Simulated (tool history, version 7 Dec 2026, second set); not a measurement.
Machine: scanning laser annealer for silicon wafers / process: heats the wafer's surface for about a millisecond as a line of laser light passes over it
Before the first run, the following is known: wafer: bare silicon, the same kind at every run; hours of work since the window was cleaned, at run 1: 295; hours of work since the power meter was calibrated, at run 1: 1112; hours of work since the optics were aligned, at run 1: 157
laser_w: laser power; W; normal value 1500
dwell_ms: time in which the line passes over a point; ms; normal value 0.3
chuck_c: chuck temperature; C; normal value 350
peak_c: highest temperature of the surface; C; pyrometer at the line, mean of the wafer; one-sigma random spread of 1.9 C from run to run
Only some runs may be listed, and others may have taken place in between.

run	hour	laser_w	dwell_ms	chuck_c	hours of work since the window was cleaned	hours of work since the power meter was calibrated	hours of work since the optics were aligned	peak_c
1	0	1500	0.3	350	295	1112	157	1081
2	28.5	1500	0.3	350	314	1131	176	1075
# hour 47.8: window over the wafer cleaned
3	77	1500	0.3	350	19	1161	207	1103
4	107.6	1500	0.3	350	39	1181	227	1100
5	157.4	1500	0.3	350	72	1214	260	1099
6	189.1	1500	0.3	350	93	1235	281	1096
7	239.9	1500	0.3	350	127	1269	314	1095
8	289.6	1500	0.3	350	160	1302	347	1092
9	319.3	1335	0.3	350	179	1321	367	1003
10	377.1	1297	0.3	350	217	1359	405	982
11	439.1	1297	0.3	350	258	1400	446	975
12	494.8	1297	0.3	350	295	1437	482	972
13	530.6	1297	0.3	350	319	1461	506	971
# hour 544.3: window over the wafer cleaned
14	584.7	1297	0.3	350	27	1495	540	990
15	615.2	1297	0.3	350	47	1515	561	990
16	652.1	1389	0.3	350	71	1539	585	1034
17	707.4	1500	0.3	350	108	1576	621	1092
18	753.4	1500	0.289	350	138	1606	652	1077
19	781	1500	0.262	350	156	1624	670	1039
20	815.5	1500	0.262	350	179	1647	693	1037
21	871.9	1500	0.262	350	216	1685	730	1034
22	922.2	1500	0.251	331	249	1718	763	998
23	961.3	1500	0.367	350	275	1743	789	1151
24	991.1	1500	0.217	316	295	1763	809	935
25	1017.7	1500	0.217	316	312	1781	826	935
# hour 1040.4: window over the wafer cleaned
26	1065.5	1348	0.222	324	17	1811	856	901
27	1098.2	1357	0.222	341	38	1832	878	916
28	1143.3	1459	0.212	350	68	1862	908	958
29	1183.4	1500	0.224	358	94	1889	934	998
30	1245.8	1500	0.224	358	135	1930	975	996
31	1273.1	1500	0.269	383	154	1948	993	1080
32	1318.2	1500	0.269	383	183	1978	1023	1074
33	1358.6	1448	0.216	325	210	2004	1050	921
34	1392	1379	0.216	337	232	2026	1072	903
35	1425.4	1500	0.3	348	254	2048	1094	1069
36	1482.5	1500	0.3	348	292	2086	1131	1069
37	1509.9	1532	0.298	350	310	2104	1150	1085
# hour 1537.8: window over the wafer cleaned
38	1569.4	1425	0.3	350	21	2142	1188	1054
39	1618.4	1500	0.233	327	53	2174	1220	982
40	1669.5	1647	0.308	327	87	2208	1254	1153
41	1723.4	1500	0.3	352	122	2244	1289	1088

Measured minus without-hidden-state, run by run (identical run-to-run variation in each term; gauge scatter may differ):
Hidden state present: light that passes the window, % of a clean one's; laser's true power over the reading, %; width of the line over the set one, %; drift of the gauge itself on peak_c, C.
run	peak_c
1	-34
2	-36
3	-10
4	-13
5	-15
6	-17
7	-21
8	-24
9	-23
10	-25
11	-28
12	-31
13	-33
14	-12
15	-14
16	-17
17	-22
18	-24
19	-25
20	-26
21	-30
22	-32
23	-41
24	-34
25	-35
26	-14
27	-15
28	-18
29	-21
30	-25
31	-29
32	-32
33	-29
34	-30
35	-40
36	-43
37	-46
38	-19
39	-21
40	-29
41	-30
